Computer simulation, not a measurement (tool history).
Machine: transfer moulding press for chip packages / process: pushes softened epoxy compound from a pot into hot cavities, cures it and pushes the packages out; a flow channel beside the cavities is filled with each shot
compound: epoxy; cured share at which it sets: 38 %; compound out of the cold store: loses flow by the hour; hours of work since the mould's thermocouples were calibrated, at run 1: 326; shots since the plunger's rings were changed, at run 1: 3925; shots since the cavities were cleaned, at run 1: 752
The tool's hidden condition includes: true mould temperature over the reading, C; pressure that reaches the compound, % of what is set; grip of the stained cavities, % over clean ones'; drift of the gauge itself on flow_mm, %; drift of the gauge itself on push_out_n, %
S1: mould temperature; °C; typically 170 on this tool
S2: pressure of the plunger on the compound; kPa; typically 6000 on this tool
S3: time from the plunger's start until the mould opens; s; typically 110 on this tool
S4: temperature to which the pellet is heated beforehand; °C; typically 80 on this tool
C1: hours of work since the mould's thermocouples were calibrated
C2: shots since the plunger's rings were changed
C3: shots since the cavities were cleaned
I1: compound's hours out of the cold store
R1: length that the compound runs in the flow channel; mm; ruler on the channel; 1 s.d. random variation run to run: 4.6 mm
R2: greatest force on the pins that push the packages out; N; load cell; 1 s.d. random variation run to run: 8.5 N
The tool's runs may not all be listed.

run	hour	S1	S2	S3	S4	C1	C2	C3	I1	R1	R2
1	0	170	6000	110	80	326	3925	752	19.8	579	778
# hour 5.8: cavities cleaned with cleaning compound and waxed
2	8.9	170	6000	110	80	331	4008	34	26.7	557	414
3	21.3	170	6000	110	80	340	4148	174	21.7	574	551
4	27.4	170	6000	110	74	344	4216	242	44.6	509	569
5	33.7	170	6000	110	74	349	4288	314	22.3	570	651
6	43.8	170	6000	110	74	356	4402	428	9.8	616	700
7	52.5	170	6000	110	74	363	4499	525	31.9	537	726
8	62	170	6000	110	74	370	4607	633	28.3	545	760
9	71.6	170	6000	110	74	377	4714	740	17.5	589	798
# hour 78.3: cavities cleaned with cleaning compound and waxed
10	82.8	170	6430	110	80	384	4824	50	9.2	632	461
11	89.9	170	6430	110	80	389	4904	130	18.7	596	509
12	99.3	170	6430	110	80	396	5010	236	46.4	513	573
13	108.1	170	6000	110	80	402	5109	335	15	584	641
14	114.1	164	6000	110	80	407	5176	402	16.6	585	934
15	125.2	164	6000	110	80	415	5302	528	11.8	605	1046
16	131	170	6000	92	87	419	5367	593	35	516	932
17	139.4	170	6000	92	87	425	5462	688	46.9	489	949
18	148.3	164	4910	107	86	431	5561	787	19	521	1096
# hour 150.6: cavities cleaned with cleaning compound and waxed
19	158.6	176	5300	105	71	438	5661	90	31.7	491	432
# hour 161.3: mould's thermocouples calibrated
20	166.9	170	6000	140	80	4	5732	161	14.5	576	447
21	174.6	174	7310	110	77	10	5818	247	13.2	637	544
22	183.5	174	7310	110	77	16	5919	348	31.5	575	590
23	193	173	5450	110	77	23	6026	455	30.2	491	636
24	200.3	173	5450	110	77	28	6108	537	14.6	539	664
25	210.4	173	5460	110	75	36	6222	651	32.1	497	674
# hour 223.8: plunger's sealing rings changed
# hour 226.5: mould's thermocouples calibrated, once more
# hour 229.2: cavities cleaned with cleaning compound and waxed
26	229.2	173	5460	110	75	1	21	0	44.4	513	331
27	238.6	173	5210	110	83	8	126	105	47.5	489	442
28	246.3	173	5210	110	83	13	213	192	9.2	607	521
29	251.9	173	5210	97	83	17	276	255	25.4	557	651
30	261.9	174	5210	97	83	25	389	368	46.1	496	634

Predict each of these 3 candidate next runs independently; none follows another, all start after run 30:
A	273.5	166	5510	97	90	33	520	499	35.7	?	?
B	273.5	170	6000	110	83	33	520	499	29	?	?
C	273.5	171	5210	148	87	33	520	499	32	?	?

run	R1	R2
A	546	1019
B	587	704
C	541	601
Stripped of hidden state, with their random variation kept, the same runs would have yielded:
run	R1	R2
A	551	522
B	593	363
C	546	313

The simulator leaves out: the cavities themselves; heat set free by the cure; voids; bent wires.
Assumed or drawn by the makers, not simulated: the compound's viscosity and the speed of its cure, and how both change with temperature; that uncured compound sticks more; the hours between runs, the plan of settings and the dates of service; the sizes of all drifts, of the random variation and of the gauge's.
